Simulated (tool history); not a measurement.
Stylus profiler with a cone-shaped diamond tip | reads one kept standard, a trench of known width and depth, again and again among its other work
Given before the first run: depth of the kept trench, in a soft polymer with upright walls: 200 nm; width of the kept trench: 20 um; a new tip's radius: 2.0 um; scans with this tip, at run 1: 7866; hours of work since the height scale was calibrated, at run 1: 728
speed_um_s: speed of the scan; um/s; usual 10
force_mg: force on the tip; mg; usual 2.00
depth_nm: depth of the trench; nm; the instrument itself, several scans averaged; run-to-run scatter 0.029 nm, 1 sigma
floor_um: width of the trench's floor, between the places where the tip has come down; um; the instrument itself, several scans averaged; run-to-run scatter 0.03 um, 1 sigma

run      day  speed_um_s  force_mg  scans with this tip  hours of work since the height scale was calibrated  depth_nm  floor_um
  1    0.000          10      2.00                 7866                                                  728    201.95     18.15
  2    1.429          10      2.00                 8068                                                  747    201.93     18.25
  3    4.075          10      2.00                 8443                                                  782    201.92     18.22
  4    6.746          10      2.00                 8821                                                  817    201.94     18.22
       9.396  -- height scale calibrated on a step standard
  5    9.625          10      1.00                 9226                                                    3    201.16     18.16
  6   12.542          32      2.00                 9639                                                   41    201.89     18.10
  7   14.533          10      2.91                 9921                                                   67    202.42     18.19
  8   16.129          10      2.34                10147                                                   88    202.08     18.25
  9   17.975          10      2.00                10409                                                  112    201.88     18.20
 10   21.483          10      2.00                10906                                                  159    201.93     18.23
 11   23.462          10      2.00                11186                                                  184    201.90     18.19
 12   26.817          10      2.00                11661                                                  228    201.90     18.22
 13   29.521          10      0.88                12044                                                  264    201.11     18.23
 14   31.258          10      0.88                12290                                                  287    201.11     18.20
 15   33.567          10      2.00                12617                                                  317    201.86     18.19
 16   36.783          10      2.00                13072                                                  359    201.91     18.15
 17   39.167          10      2.00                13409                                                  390    201.90     18.17
 18   42.412           7      2.00                13869                                                  433    201.89     18.21
 19   45.917           4      2.00                14365                                                  479    201.93     18.24
 20   48.054           4      2.00                14668                                                  507    201.86     18.26
 21   50.292          10      2.00                14985                                                  536    201.90     18.23
 22   52.542          10      0.69                15303                                                  566    200.95     18.13
 23   55.362          10      2.00                15703                                                  603    201.92     18.21
 24   58.238          10      2.00                16110                                                  640    201.91     18.20
 25   59.800          37      1.14                16331                                                  661    201.31     17.95
 26   63.025          37      1.14                16788                                                  703    201.27     18.03
 27   66.075          37      1.14                17220                                                  743    201.33     18.01
 28   67.833          33      1.60                17469                                                  766    201.65     18.05
 29   70.288           2      2.42                17816                                                  798    202.17     18.26
 30   72.158           2      2.42                18081                                                  823    202.17     18.25
 31   74.062           2      2.42                18351                                                  848    202.20     18.24
      74.454  -- height scale calibrated on a step standard
 32   75.871           2      0.90                18604                                                   19    201.17     18.21
 33   78.667          10      2.07                19000                                                   55    201.98     18.20
 34   82.112          10      2.07                19488                                                  100    201.97     18.20
 35   83.808          10      2.07                19728                                                  123    201.96     18.16
 36   86.104           5      1.14                20053                                                  153    201.33     18.12
 37   88.083           5      0.83                20333                                                  179    201.08     18.24
 38   90.054          23      2.89                20612                                                  205    202.44     18.11
 39   93.083           9      4.91                21041                                                  244    203.47     18.25
 40   95.779           9      4.91                21423                                                  280    203.43     18.20
 41   99.067           3      3.18                21888                                                  323    202.60     18.24
 42  101.888           4      2.31                22288                                                  360    202.09     18.22
 43  104.933          19      3.70                22719                                                  400    202.86     18.20
 44  107.812           4      4.26                23127                                                  437    203.17     18.20
 45  109.438          29      1.99                23357                                                  459    201.88     18.06
 46  111.125          14      2.00                23596                                                  481    201.89     18.16

Forecast each of these 4 alternatives for the next run:
  A  113.154           9      2.00                23883                                                  507         ?         ?
  B  113.154          20      2.00                23883                                                  507         ?         ?
  C  113.154           3      2.95                23883                                                  507         ?         ?
  D  113.154          20      0.75                23883                                                  507         ?         ?

run  depth_nm  floor_um
  A    201.91     18.22
  B    201.91     18.14
  C    202.43     18.23
  D    201.02     18.09
With no hidden state in the tool, these same runs would have given:
run  depth_nm  floor_um
  A    201.90     18.24
  B    201.91     18.16
  C    202.43     18.25
  D    201.01     18.12
